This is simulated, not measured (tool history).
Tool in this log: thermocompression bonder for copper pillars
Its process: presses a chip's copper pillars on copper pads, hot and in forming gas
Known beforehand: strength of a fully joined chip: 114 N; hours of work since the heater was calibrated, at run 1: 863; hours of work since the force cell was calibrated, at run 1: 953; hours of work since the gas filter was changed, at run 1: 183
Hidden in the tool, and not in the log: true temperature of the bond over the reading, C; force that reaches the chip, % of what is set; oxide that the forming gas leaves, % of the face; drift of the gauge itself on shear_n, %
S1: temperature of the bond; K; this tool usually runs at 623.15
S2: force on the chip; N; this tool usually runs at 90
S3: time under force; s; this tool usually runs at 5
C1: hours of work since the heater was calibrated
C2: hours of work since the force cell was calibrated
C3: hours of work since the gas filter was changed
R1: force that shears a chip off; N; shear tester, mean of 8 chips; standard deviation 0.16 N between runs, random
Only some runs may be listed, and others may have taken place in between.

run	hour	S1	S2	S3	C1	C2	C3	R1
1	0	623.15	90	5	863	953	183	65.9
# hour 17.9: forming gas filter changed
2	33.7	623.15	90	5	885	975	11	66.1
3	72.1	623.15	90	5	911	1001	36	66.1
4	111.9	623.15	90	5	938	1028	63	66.3
5	154.1	623.15	90	5	966	1056	92	66.2
6	178.6	623.15	90	5	983	1073	108	66.2
7	214.5	623.15	90	5	1007	1097	132	66.6
8	266.7	636.15	90	5	1042	1132	167	71.7
# hour 305.4: forming gas filter changed
9	305.4	636.15	90	5	1068	1158	0	71.7
10	347.6	636.15	90	5	1096	1186	28	72.1
11	398.3	636.15	90	5	1130	1220	63	72
12	448	632.15	90	5	1163	1254	96	70.6
13	487.9	623.15	90	7	1190	1280	123	74
14	515.4	647.15	90	5	1209	1299	141	76.7
15	560.2	647.15	90	5	1239	1329	172	76.8
# hour 595.3: forming gas filter changed
16	607.3	647.15	90	5	1270	1360	8	77.1
17	630.2	647.15	90	5	1286	1376	23	76.8
18	678	623.15	90	5	1318	1408	56	67.3
19	726.2	623.15	90	5	1350	1440	88	67.6
20	761.3	623.15	90	5	1374	1464	112	67.3
21	785.7	618.15	55	4	1390	1480	128	45
22	812.3	618.15	77	4	1408	1498	146	55.3
23	857	647.15	123	7	1438	1528	176	94.1
# hour 882.8: forming gas filter changed
24	888.5	635.15	80	10	1459	1549	4	82.8
25	926.3	635.15	80	10	1485	1575	29	83.4
# hour 980.1: gauge calibrated
26	980.1	622.15	80	6	1521	1611	66	65.2
# hour 988.7: force cell calibrated
27	1020.8	622.15	109	4	1547	22	92	67.4
28	1043.4	623.15	122	12	1563	37	107	93.7
29	1077.9	652.15	114	5	1586	60	130	85.8
30	1124.7	652.15	114	5	1617	92	162	85.8
31	1162.8	652.15	114	5	1643	117	187	86
# hour 1175.5: forming gas filter changed
32	1198.6	652.15	114	5	1667	141	15	85.8
33	1225.7	605.15	132	5	1685	159	34	71.7
# hour 1259.3: heater calibrated with a thermocouple chip
34	1262.4	634.15	90	5	2	182	57	71.1
35	1314.5	633.15	90	4	37	218	92	66.1
36	1366.3	622.15	128	5	72	252	127	78.6
37	1407.4	630.15	97	5	100	280	155	72.2
38	1438.1	630.15	87	6	120	301	175	72.3
# hour 1467.8: forming gas filter changed
39	1476.4	608.15	129	10	146	326	6	87.4

Branching from run 39: 3 alternative next runs. What would each branch give?
A	1530.2	608.15	129	8	182	362	42	?
B	1530.2	631.15	90	7	182	362	42	?
C	1530.2	604.15	64	5	182	362	42	?

run	R1
A	82.8
B	77.2
C	48
Take away the tool's hidden state, keep each run's random variation, and the runs would have read:
run	R1
A	81.5
B	76
C	47.2
